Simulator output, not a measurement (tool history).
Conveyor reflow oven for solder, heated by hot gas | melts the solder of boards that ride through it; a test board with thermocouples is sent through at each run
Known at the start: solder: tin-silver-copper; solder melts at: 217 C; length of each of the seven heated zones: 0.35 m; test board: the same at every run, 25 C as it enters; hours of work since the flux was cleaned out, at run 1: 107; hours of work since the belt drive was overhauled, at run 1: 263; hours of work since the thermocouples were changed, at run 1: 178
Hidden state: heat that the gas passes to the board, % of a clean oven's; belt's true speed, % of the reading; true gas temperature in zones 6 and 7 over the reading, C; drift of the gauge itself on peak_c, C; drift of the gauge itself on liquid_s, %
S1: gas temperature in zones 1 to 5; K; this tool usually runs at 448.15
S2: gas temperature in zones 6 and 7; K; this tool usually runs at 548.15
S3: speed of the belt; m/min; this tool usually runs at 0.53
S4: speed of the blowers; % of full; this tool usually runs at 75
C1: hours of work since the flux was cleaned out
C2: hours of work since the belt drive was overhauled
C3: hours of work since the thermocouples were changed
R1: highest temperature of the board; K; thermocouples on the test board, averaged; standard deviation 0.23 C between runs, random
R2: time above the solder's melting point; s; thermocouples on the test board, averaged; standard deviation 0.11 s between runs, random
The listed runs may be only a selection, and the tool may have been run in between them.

{"run": 1, "day": 0.0, "S1": 448.15, "S2": 548.15, "S3": 0.53, "S4": 75, "C1": 107, "C2": 263, "C3": 178, "R1": 537.15, "R2": 68.9}
{"run": 2, "day": 0.55, "S1": 448.15, "S2": 548.15, "S3": 0.53, "S4": 75, "C1": 115, "C2": 271, "C3": 186, "R1": 537.65, "R2": 68.7}
{"run": 3, "day": 1.062, "S1": 448.15, "S2": 548.15, "S3": 0.53, "S4": 75, "C1": 122, "C2": 279, "C3": 193, "R1": 537.05, "R2": 68.9}
{"run": 4, "day": 1.979, "S1": 448.15, "S2": 548.15, "S3": 0.53, "S4": 75, "C1": 135, "C2": 292, "C3": 206, "R1": 537.55, "R2": 68.9}
{"run": 5, "day": 3.046, "S1": 448.15, "S2": 548.15, "S3": 0.53, "S4": 62, "C1": 151, "C2": 307, "C3": 221, "R1": 535.35, "R2": 67.4}
{"run": 6, "day": 4.096, "S1": 448.15, "S2": 548.15, "S3": 0.53, "S4": 62, "C1": 166, "C2": 322, "C3": 236, "R1": 535.15, "R2": 67.3}
{"run": 7, "day": 4.942, "S1": 448.15, "S2": 548.15, "S3": 0.53, "S4": 62, "C1": 178, "C2": 334, "C3": 248, "R1": 535.25, "R2": 67.2}
{"run": 8, "day": 5.446, "S1": 448.15, "S2": 548.15, "S3": 0.53, "S4": 62, "C1": 185, "C2": 341, "C3": 255, "R1": 535.05, "R2": 67.2}
{"run": 9, "day": 6.233, "S1": 448.15, "S2": 548.15, "S3": 0.53, "S4": 62, "C1": 196, "C2": 352, "C3": 266, "R1": 534.95, "R2": 67.3}
{"run": 10, "day": 7.033, "S1": 448.15, "S2": 562.15, "S3": 0.53, "S4": 75, "C1": 207, "C2": 363, "C3": 278, "R1": 550.55, "R2": 74.2}
{"run": 11, "day": 7.521, "S1": 437.15, "S2": 548.15, "S3": 0.53, "S4": 79, "C1": 214, "C2": 370, "C3": 285, "R1": 536.85, "R2": 65.3}
{"day": 7.808, "done": "flux residue cleaned out of gas plates and filters"}
{"run": 12, "day": 8.779, "S1": 448.15, "S2": 548.15, "S3": 0.626, "S4": 64, "C1": 14, "C2": 385, "C3": 299, "R1": 530.05, "R2": 53.4}
{"run": 13, "day": 9.392, "S1": 453.15, "S2": 551.15, "S3": 0.544, "S4": 82, "C1": 22, "C2": 394, "C3": 308, "R1": 540.65, "R2": 70}
{"run": 14, "day": 10.208, "S1": 462.15, "S2": 547.15, "S3": 0.544, "S4": 63, "C1": 34, "C2": 405, "C3": 320, "R1": 534.65, "R2": 70.5}
{"run": 15, "day": 10.738, "S1": 462.15, "S2": 547.15, "S3": 0.544, "S4": 63, "C1": 42, "C2": 413, "C3": 327, "R1": 534.95, "R2": 70.6}

For run 16, what comes out?
{"run": 16, "day": 11.475, "S1": 448.15, "S2": 548.15, "S3": 0.548, "S4": 75, "C1": 52, "C2": 423, "C3": 338, "R1": "?", "R2": "?"}

{"run 16": {"R1": 535.95, "R2": 65.5}}
The same run, on a tool lacking any hidden state, would have yielded R1 537.95 K, R2 66.1 s.
